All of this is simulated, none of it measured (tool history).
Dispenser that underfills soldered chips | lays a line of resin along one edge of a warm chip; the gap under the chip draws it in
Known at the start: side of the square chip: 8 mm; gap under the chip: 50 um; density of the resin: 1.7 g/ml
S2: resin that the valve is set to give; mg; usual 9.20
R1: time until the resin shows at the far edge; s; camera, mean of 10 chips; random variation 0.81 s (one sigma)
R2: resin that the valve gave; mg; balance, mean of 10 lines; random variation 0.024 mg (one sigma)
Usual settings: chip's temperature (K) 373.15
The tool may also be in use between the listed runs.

Run 1, hour 0.0: usual settings. Result: R1 88.8 s, R2 9.08 mg.
At hour 1.4: new syringe of resin.
At hour 9.5: new syringe of resin.
At hour 11.2: stage's temperature calibrated.
Run 2, hour 15.5: usual settings. Result: R1 88.8 s, R2 9.03 mg.
At hour 17.6: dispensing valve cleaned and set on the balance.
At hour 20.2: new syringe of resin.
Run 3, hour 24.0: usual settings. Result: R1 85.3 s, R2 9.16 mg.
At hour 28.8: new syringe of resin.
Run 4, hour 34.8: usual settings but chip's temperature (K) 382.15. Result: R1 70.2 s, R2 9.08 mg.
At hour 37.4: new syringe of resin.
Run 5, hour 44.7: usual settings but chip's temperature (K) 382.15. Result: R1 72.5 s, R2 9.10 mg.
At hour 46.0: new syringe of resin.
At hour 54.2: new syringe of resin.
Run 6, hour 57.2: usual settings but chip's temperature (K) 382.15. Result: R1 63.6 s, R2 9.02 mg.
At hour 62.2: new syringe of resin.
Run 7, hour 69.6: usual settings but chip's temperature (K) 382.15. Result: R1 73.7 s, R2 8.97 mg.
At hour 70.5: new syringe of resin.
At hour 79.0: new syringe of resin.
At hour 80.0: dispensing valve cleaned and set on the balance.
Run 8, hour 83.8: usual settings but chip's temperature (K) 380.15. Result: R1 69.2 s, R2 9.11 mg.
At hour 88.5: new syringe of resin.
Run 9, hour 92.9: usual settings but chip's temperature (K) 380.15. Result: R1 71.3 s, R2 9.10 mg.
At hour 96.4: new syringe of resin.
Run 10, hour 100.9: usual settings. Result: R1 84.6 s, R2 9.05 mg.
At hour 104.4: new syringe of resin.
Run 11, hour 107.5: usual settings but S2 8.16 mg. Result: R1 81.5 s, R2 8.01 mg.
At hour 112.6: new syringe of resin.
Run 12, hour 117.8: usual settings but S2 8.16 mg. Result: R1 87.8 s, R2 7.99 mg.
At hour 121.0: new syringe of resin.
Run 13, hour 128.0: usual settings but S2 8.06 mg. Result: R1 92.9 s, R2 7.83 mg.
At hour 129.0: new syringe of resin.
At hour 137.5: new syringe of resin.
Run 14, hour 138.7: usual settings but S2 10.35 mg. Result: R1 75.3 s, R2 10.01 mg.
At hour 142.0: dispensing valve cleaned and set on the balance.
At hour 146.9: new syringe of resin.
Run 15, hour 148.2: usual settings but S2 10.35 mg. Result: R1 75.9 s, R2 10.32 mg.
At hour 155.0: new syringe of resin.
Run 16, hour 155.3: usual settings but S2 10.35 mg. Result: R1 74.2 s, R2 10.27 mg.
At hour 163.5: new syringe of resin.
Run 17, hour 165.1: usual settings but chip's temperature (K) 361.15. Result: R1 105.9 s, R2 9.14 mg.
At hour 172.4: new syringe of resin.
Run 18, hour 177.6: usual settings but chip's temperature (K) 362.15, S2 9.10 mg. Result: R1 117.2 s, R2 8.93 mg.
At hour 180.9: new syringe of resin.
At hour 188.9: new syringe of resin.
Run 19, hour 189.7: usual settings but chip's temperature (K) 381.15, S2 11.56 mg. Result: R1 61.5 s, R2 11.32 mg.
Run 20, hour 196.2: usual settings but chip's temperature (K) 376.15, S2 8.93 mg. Result: R1 85.7 s, R2 8.68 mg.
At hour 197.3: new syringe of resin.
At hour 203.3: dispensing valve cleaned and set on the balance.
At hour 206.4: new syringe of resin.
Run 21, hour 206.6: usual settings but chip's temperature (K) 384.15, S2 9.37 mg. Result: R1 56.6 s, R2 9.38 mg.
At hour 214.6: new syringe of resin.
Run 22, hour 219.2: usual settings but chip's temperature (K) 384.15, S2 11.22 mg. Result: R1 62.0 s, R2 11.19 mg.
At hour 223.0: new syringe of resin.
Run 23, hour 227.2: usual settings but chip's temperature (K) 384.15, S2 10.94 mg. Result: R1 62.4 s, R2 10.86 mg.
At hour 231.4: new syringe of resin.
Run 24, hour 235.6: usual settings but chip's temperature (K) 384.15, S2 7.86 mg. Result: R1 64.2 s, R2 7.73 mg.
At hour 239.5: new syringe of resin.
Run 25, hour 246.9: usual settings but chip's temperature (K) 384.15, S2 7.86 mg. Result: R1 70.5 s, R2 7.69 mg.
At hour 247.9: new syringe of resin.
At hour 256.3: new syringe of resin.
Run 26, hour 258.0: usual settings but chip's temperature (K) 384.15, S2 7.86 mg. Result: R1 59.6 s, R2 7.66 mg.
At hour 264.5: dispensing valve cleaned and set on the balance.
At hour 266.0: new syringe of resin.
Run 27, hour 267.8: usual settings but chip's temperature (K) 384.15, S2 7.86 mg. Result: R1 58.7 s, R2 7.88 mg.
At hour 274.0: new syringe of resin.
Run 28, hour 279.1: usual settings but chip's temperature (K) 379.15, S2 10.74 mg. Result: R1 70.6 s, R2 10.66 mg.
At hour 282.0: new syringe of resin.
Run 29, hour 288.5: usual settings but chip's temperature (K) 379.15, S2 10.74 mg. Result: R1 75.1 s, R2 10.63 mg.
At hour 290.1: new syringe of resin.
At hour 299.0: new syringe of resin.
Run 30, hour 299.9: usual settings but chip's temperature (K) 379.15, S2 10.74 mg. Result: R1 64.7 s, R2 10.51 mg.
Run 31, hour 306.3: usual settings but chip's temperature (K) 381.15, S2 9.76 mg. Result: R1 74.9 s, R2 9.58 mg.
At hour 307.8: new syringe of resin.
At hour 316.0: new syringe of resin.
Run 32, hour 319.4: usual settings but chip's temperature (K) 379.15, S2 8.78 mg. Result: R1 69.0 s, R2 8.55 mg.
At hour 324.3: new syringe of resin.
At hour 326.7: dispensing valve cleaned and set on the balance.
At hour 333.4: new syringe of resin.
Run 33, hour 333.4: usual settings but chip's temperature (K) 386.15, S2 10.64 mg. Result: R1 52.0 s, R2 10.58 mg.
At hour 341.4: new syringe of resin.
Run 34, hour 347.6: usual settings but chip's temperature (K) 381.15, S2 9.59 mg. Result: R1 71.4 s, R2 9.50 mg.

Forecast each of these 3 alternatives for the next run:
At hour 349.8: new syringe of resin.
Run A, hour 355.4: usual settings but chip's temperature (K) 375.15. Result: R1 ?, R2 ?.
At hour 349.8: new syringe of resin.
Run B, hour 355.4: usual settings but chip's temperature (K) 369.15, S2 8.11 mg. Result: R1 ?, R2 ?.
At hour 349.8: new syringe of resin.
Run C, hour 355.4: usual settings but chip's temperature (K) 366.15, S2 9.59 mg. Result: R1 ?, R2 ?.

run     R1    R2
  A   83.3  9.07
  B   98.9  7.98
  C  106.5  9.45
Without the tool's hidden state the same runs would have given:
run    R1    R2
  A  71.3  9.21
  B  84.6  8.10
  C  91.3  9.59
